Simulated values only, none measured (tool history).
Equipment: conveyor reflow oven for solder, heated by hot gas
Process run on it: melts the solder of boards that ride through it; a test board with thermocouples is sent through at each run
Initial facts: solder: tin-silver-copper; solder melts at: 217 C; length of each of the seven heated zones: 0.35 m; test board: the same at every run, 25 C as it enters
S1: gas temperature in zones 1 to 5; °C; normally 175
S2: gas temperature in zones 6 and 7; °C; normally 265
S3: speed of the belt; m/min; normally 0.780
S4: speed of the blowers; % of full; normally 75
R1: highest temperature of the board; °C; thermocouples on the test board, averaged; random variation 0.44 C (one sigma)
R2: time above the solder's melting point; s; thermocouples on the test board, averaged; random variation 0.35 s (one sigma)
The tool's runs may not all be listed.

| run | day | S1 | S2 | S3 | S4 | R1 | R2 |
|---|---|---|---|---|---|---|---|
| 1 | 0.000 | 175 | 265 | 0.780 | 75 | 245.5 | 35.4 |
| 2 | 1.888 | 175 | 265 | 0.780 | 75 | 244.8 | 36.0 |
|  | 2.317 | thermocouples of zones 6 and 7 changed |
| 3 | 4.700 | 165 | 265 | 0.780 | 75 | 243.2 | 32.2 |
| 4 | 6.988 | 165 | 265 | 0.780 | 75 | 243.2 | 31.3 |
| 5 | 8.746 | 165 | 271 | 0.780 | 75 | 247.4 | 33.7 |
| 6 | 10.788 | 165 | 278 | 0.780 | 75 | 252.6 | 37.7 |
|  | 12.588 | flux residue cleaned out of gas plates and filters |
| 7 | 13.154 | 165 | 278 | 0.780 | 75 | 255.3 | 38.5 |
| 8 | 15.567 | 175 | 265 | 0.780 | 75 | 245.5 | 36.3 |
| 9 | 17.292 | 175 | 265 | 0.780 | 75 | 246.4 | 36.8 |
| 10 | 18.654 | 175 | 265 | 0.780 | 75 | 246.0 | 36.3 |
| 11 | 20.412 | 175 | 265 | 0.873 | 75 | 241.2 | 29.0 |
| 12 | 22.675 | 175 | 265 | 0.780 | 75 | 246.3 | 35.5 |
| 13 | 24.654 | 175 | 265 | 0.780 | 75 | 244.6 | 35.3 |
| 14 | 26.729 | 175 | 265 | 0.780 | 75 | 244.2 | 35.9 |
| 15 | 27.838 | 175 | 265 | 0.780 | 75 | 244.5 | 35.4 |
|  | 29.146 | flux residue cleaned out of gas plates and filters |
| 16 | 30.454 | 163 | 255 | 0.765 | 68 | 234.5 | 24.8 |
| 17 | 33.100 | 163 | 260 | 0.765 | 81 | 242.0 | 31.8 |
| 18 | 35.762 | 163 | 260 | 0.765 | 81 | 240.9 | 31.6 |
| 19 | 38.146 | 175 | 278 | 0.780 | 79 | 257.7 | 43.4 |
| 20 | 40.446 | 166 | 257 | 0.780 | 79 | 237.6 | 28.9 |
| 21 | 41.671 | 166 | 257 | 0.780 | 79 | 237.7 | 29.2 |
| 22 | 44.333 | 166 | 257 | 0.780 | 79 | 237.2 | 28.0 |
|  | 45.733 | flux residue cleaned out of gas plates and filters |
| 23 | 45.912 | 165 | 272 | 0.780 | 75 | 248.9 | 37.1 |
| 24 | 47.575 | 165 | 272 | 0.780 | 75 | 249.2 | 36.5 |
| 25 | 49.733 | 163 | 259 | 0.780 | 70 | 236.4 | 26.9 |
| 26 | 51.258 | 183 | 263 | 0.726 | 70 | 245.6 | 41.7 |
|  | 51.517 | thermocouples of zones 6 and 7 changed |
| 27 | 52.583 | 176 | 273 | 0.656 | 69 | 257.5 | 51.8 |
| 28 | 55.000 | 164 | 269 | 0.656 | 52 | 243.9 | 39.2 |
| 29 | 57.358 | 180 | 280 | 0.780 | 75 | 258.2 | 44.8 |

Alternative continuations, all from the tool just after run 29; predict every row:
| A | 60.004 | 180 | 258 | 0.780 | 75 | ? | ? |
| B | 60.004 | 175 | 254 | 0.780 | 60 | ? | ? |
| C | 60.004 | 185 | 280 | 0.693 | 80 | ? | ? |

| run | R1 | R2 |
|---|---|---|
| A | 241.0 | 34.6 |
| B | 231.0 | 23.4 |
| C | 264.3 | 54.7 |
Without the tool's hidden state the same runs would have given:
| run | R1 | R2 |
|---|---|---|
| A | 242.0 | 34.9 |
| B | 231.8 | 24.1 |
| C | 265.3 | 54.1 |
